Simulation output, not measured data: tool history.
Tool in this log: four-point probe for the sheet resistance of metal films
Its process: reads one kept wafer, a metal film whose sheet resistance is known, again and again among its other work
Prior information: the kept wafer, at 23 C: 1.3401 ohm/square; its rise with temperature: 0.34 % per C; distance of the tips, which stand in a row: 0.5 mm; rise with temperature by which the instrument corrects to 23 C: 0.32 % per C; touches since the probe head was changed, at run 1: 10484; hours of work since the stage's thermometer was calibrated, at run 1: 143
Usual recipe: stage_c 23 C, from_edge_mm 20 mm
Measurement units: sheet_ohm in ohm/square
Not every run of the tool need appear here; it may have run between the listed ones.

| run | day | stage_c | from_edge_mm | touches since the probe head was changed | hours of work since the stage's thermometer was calibrated | sheet_ohm |
|---|---|---|---|---|---|---|
| 1 | 0 | 23 | 20 | 10484 | 143 | 1.341007 |
| 2 | 0.529 | 19 | 20 | 10941 | 151 | 1.339328 |
| 3 | 1.171 | 19 | 20 | 11494 | 161 | 1.339332 |
| 4 | 1.842 | 19 | 20 | 12076 | 172 | 1.339465 |
| 5 | 2.292 | 23 | 20 | 12462 | 179 | 1.341034 |
| 6 | 2.842 | 23 | 13 | 12938 | 187 | 1.34196 |
| 7 | 3.521 | 23 | 13 | 13524 | 198 | 1.341966 |
| 8 | 4.033 | 23 | 13 | 13968 | 206 | 1.34191 |
| 9 | 4.558 | 23 | 13 | 14422 | 214 | 1.341869 |
| 10 | 5.271 | 23 | 13 | 15036 | 226 | 1.341832 |
|  | 5.342 | stage's thermometer calibrated |
| 11 | 5.717 | 19 | 20 | 15404 | 6 | 1.339651 |
| 12 | 6.325 | 19 | 20 | 15927 | 15 | 1.340135 |
| 13 | 7.062 | 19 | 20 | 16567 | 27 | 1.340171 |
| 14 | 7.725 | 33 | 5 | 17139 | 37 | 1.351281 |
| 15 | 8.204 | 33 | 5 | 17551 | 45 | 1.351533 |
|  | 8.571 | stage's thermometer calibrated, once more |
| 16 | 8.933 | 18 | 73 | 18165 | 6 | 1.338745 |
| 17 | 9.325 | 22 | 20 | 18502 | 12 | 1.340249 |
| 18 | 9.792 | 33 | 46 | 18906 | 19 | 1.344513 |
| 19 | 10.329 | 33 | 46 | 19370 | 28 | 1.343521 |

Run 20 is up next; what results do you expect?
| 20 | 10.658 | 34 | 3 | 19653 | 33 | ? |

{"run 20": {"sheet_ohm": 1.364183}}
Minus the tool's unlogged condition, the same run would have read sheet_ohm 1.363731 ohm/square.

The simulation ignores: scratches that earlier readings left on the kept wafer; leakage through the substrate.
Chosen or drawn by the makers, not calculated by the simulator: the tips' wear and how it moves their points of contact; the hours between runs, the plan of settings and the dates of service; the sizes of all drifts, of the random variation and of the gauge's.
